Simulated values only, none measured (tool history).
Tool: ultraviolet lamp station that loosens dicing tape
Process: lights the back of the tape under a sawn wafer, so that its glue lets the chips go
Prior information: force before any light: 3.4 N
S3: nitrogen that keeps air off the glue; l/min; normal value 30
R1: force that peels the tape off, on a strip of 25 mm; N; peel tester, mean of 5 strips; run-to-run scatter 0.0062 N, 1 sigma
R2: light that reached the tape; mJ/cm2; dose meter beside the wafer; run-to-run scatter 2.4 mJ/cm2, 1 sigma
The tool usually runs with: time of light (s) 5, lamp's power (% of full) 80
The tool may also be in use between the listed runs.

{"run": 1, "day": 0.0, "time of light (s)": 5, "lamp's power (% of full)": 80, "S3": 30, "R1": 0.217, "R2": 243}
{"run": 2, "day": 0.775, "time of light (s)": 5, "lamp's power (% of full)": 80, "S3": 30, "R1": 0.222, "R2": 243}
{"run": 3, "day": 1.762, "time of light (s)": 5, "lamp's power (% of full)": 80, "S3": 30, "R1": 0.211, "R2": 240}
{"run": 4, "day": 2.683, "time of light (s)": 5, "lamp's power (% of full)": 80, "S3": 30, "R1": 0.234, "R2": 239}
{"run": 5, "day": 3.183, "time of light (s)": 5, "lamp's power (% of full)": 80, "S3": 30, "R1": 0.242, "R2": 237}
{"run": 6, "day": 3.833, "time of light (s)": 5, "lamp's power (% of full)": 80, "S3": 46, "R1": 0.206, "R2": 241}
{"run": 7, "day": 4.296, "time of light (s)": 5, "lamp's power (% of full)": 80, "S3": 46, "R1": 0.206, "R2": 236}
{"run": 8, "day": 5.171, "time of light (s)": 3, "lamp's power (% of full)": 77, "S3": 37, "R1": 0.565, "R2": 138}
{"run": 9, "day": 6.025, "time of light (s)": 7, "lamp's power (% of full)": 62, "S3": 37, "R1": 0.196, "R2": 253}
{"run": 10, "day": 6.975, "time of light (s)": 7, "lamp's power (% of full)": 62, "S3": 37, "R1": 0.191, "R2": 255}
{"day": 7.062, "done": "window cleaned of glue's vapour"}
{"run": 11, "day": 7.554, "time of light (s)": 4, "lamp's power (% of full)": 74, "S3": 30, "R1": 0.422, "R2": 169}
{"run": 12, "day": 7.988, "time of light (s)": 5, "lamp's power (% of full)": 80, "S3": 45, "R1": 0.188, "R2": 231}
{"run": 13, "day": 8.558, "time of light (s)": 5, "lamp's power (% of full)": 80, "S3": 14, "R1": 0.378, "R2": 232}
{"run": 14, "day": 9.196, "time of light (s)": 5, "lamp's power (% of full)": 80, "S3": 39, "R1": 0.211, "R2": 234}

Difference, measured minus no-hidden-state, one row per run. Run-to-run variation is common to both terms; the gauge's own scatter need not be:
The tool's hidden condition here consists of: lamp's light, % of a new lamp's; light that the window lets through, % of a clean one's; drift of the gauge itself on peel_n, %; drift of the gauge itself on dose_mj_cm2, %.
run=1 R1=+0.039 R2=-29
run=2 R1=+0.04 R2=-29
run=3 R1=+0.041 R2=-30
run=4 R1=+0.044 R2=-31
run=5 R1=+0.046 R2=-31
run=6 R1=+0.035 R2=-33
run=7 R1=+0.036 R2=-33
run=8 R1=+0.114 R2=-20
run=9 R1=+0.035 R2=-38
run=10 R1=+0.037 R2=-39
run=11 R1=+0.099 R2=-28
run=12 R1=+0.041 R2=-39
run=13 R1=+0.094 R2=-39
run=14 R1=+0.049 R2=-40
